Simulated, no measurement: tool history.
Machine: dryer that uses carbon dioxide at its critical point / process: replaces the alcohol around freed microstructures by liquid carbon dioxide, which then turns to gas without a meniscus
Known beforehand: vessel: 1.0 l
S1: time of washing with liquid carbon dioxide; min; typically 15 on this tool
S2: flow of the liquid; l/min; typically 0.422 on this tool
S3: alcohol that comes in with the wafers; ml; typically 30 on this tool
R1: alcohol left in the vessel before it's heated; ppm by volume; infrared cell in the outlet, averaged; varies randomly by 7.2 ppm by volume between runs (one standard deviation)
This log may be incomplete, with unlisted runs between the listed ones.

run	hour	S1	S2	S3	R1
1	0.0	15	0.422	30	417
2	6.0	17	0.422	30	252
3	12.7	17	0.422	30	244
4	19.9	17	0.422	30	253
5	25.0	15	0.422	30	432
6	31.1	15	0.422	30	443
7	39.8	15	0.422	30	445
8	44.6	15	0.422	30	440
9	52.3	15	0.422	30	464
10	56.9	15	0.422	30	451
11	65.9	15	0.422	30	447
12	70.2	15	0.333	30	1103
13	79.4	15	0.442	30	375
14	87.5	15	0.422	30	450
15	92.2	15	0.422	30	458
16	98.6	15	0.422	30	475
17	104.0	21	0.422	30	110
18	109.5	15	0.422	30	470
19	113.4	15	0.422	30	476
20	121.9	9	0.422	30	2392
21	125.8	9	0.422	30	2505
22	131.7	9	0.422	30	2460
23	137.8	9	0.422	30	2422
24	144.3	9	0.684	30	513
25	153.7	17	0.418	21	211
26	161.1	17	0.418	21	215
27	170.3	18	0.451	31	169
28	175.2	18	0.451	31	163
29	184.2	15	0.496	30	241
30	188.6	12	0.285	30	3303
31	196.1	16	0.382	30	577
32	204.2	16	0.422	74	934
33	208.6	15	0.351	74	2514
34	217.6	15	0.313	74	3577
35	221.5	14	0.422	102	2257
36	227.1	14	0.501	38	419
37	233.6	14	0.299	35	2276
38	237.6	15	0.422	30	525
39	245.7	13	0.398	30	1059
40	249.9	15	0.550	26	140
41	255.0	15	0.550	26	148
42	262.6	15	0.550	26	146
43	269.0	15	0.550	26	138
44	276.1	15	0.550	26	154
45	283.5	10	0.394	26	2127
46	290.3	11	0.422	41	2138

Forecast each of these 3 alternatives for the next run:
A	294.3	11	0.407	50	?
B	294.3	15	0.287	30	?
C	294.3	16	0.349	91	?

run	R1
A	2816
B	1982
C	2641
With the hidden condition removed and each run's random variation left untouched, the same runs would have given:
run	R1
A	2069
B	1474
C	1806
